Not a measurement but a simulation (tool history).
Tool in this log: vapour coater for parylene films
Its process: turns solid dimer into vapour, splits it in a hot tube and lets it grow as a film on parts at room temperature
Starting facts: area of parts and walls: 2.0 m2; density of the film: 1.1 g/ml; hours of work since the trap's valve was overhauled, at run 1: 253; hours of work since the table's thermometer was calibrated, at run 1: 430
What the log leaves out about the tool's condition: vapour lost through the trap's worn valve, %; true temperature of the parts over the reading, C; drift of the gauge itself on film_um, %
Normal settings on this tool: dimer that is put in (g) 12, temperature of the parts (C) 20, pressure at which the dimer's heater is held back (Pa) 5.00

run   hour  dimer that is put in (g)  temperature of the parts (C)  pressure at which the dimer's heater is held back (Pa)  hours of work since the trap's valve was overhauled  hours of work since the table's thermometer was calibrated  thickness of the film (um)
  1    0.0                        12                            20                                                    5.00                                                  253                                                         430                        2.74
  2   17.3                        19                            20                                                    5.00                                                  267                                                         444                        4.28
  3   35.1                        19                            20                                                    5.00                                                  282                                                         459                        4.32
  4   49.6                        19                            20                                                    5.00                                                  294                                                         470                        4.35
  5   63.1                        12                            20                                                    5.00                                                  305                                                         481                        2.74
  6   75.9                        12                            20                                                    5.00                                                  315                                                         492                        2.74
  7   86.7                        12                            20                                                    5.00                                                  324                                                         501                        2.77
  8   94.1                        12                            29                                                    5.00                                                  330                                                         507                        2.01
  9  108.7                        12                            29                                                    5.00                                                  342                                                         518                        2.01
 10  121.9                         8                            20                                                    8.49                                                  352                                                         529                        1.80
 11  133.9                         7                            20                                                    5.00                                                  362                                                         539                        1.58
 12  151.7                        15                            21                                                    5.00                                                  377                                                         553                        3.26
 13  161.2                        15                            21                                                    5.00                                                  384                                                         561                        3.28

Run 14 has not been measured yet. What should we expect?
 14  171.5                         5                            15                                                    5.00                                                  393                                                         569                           ?

Run 14 came out at thickness of the film (um) 1.35.
The same run, on a tool lacking any hidden state, would have yielded thickness of the film (um) 1.35.
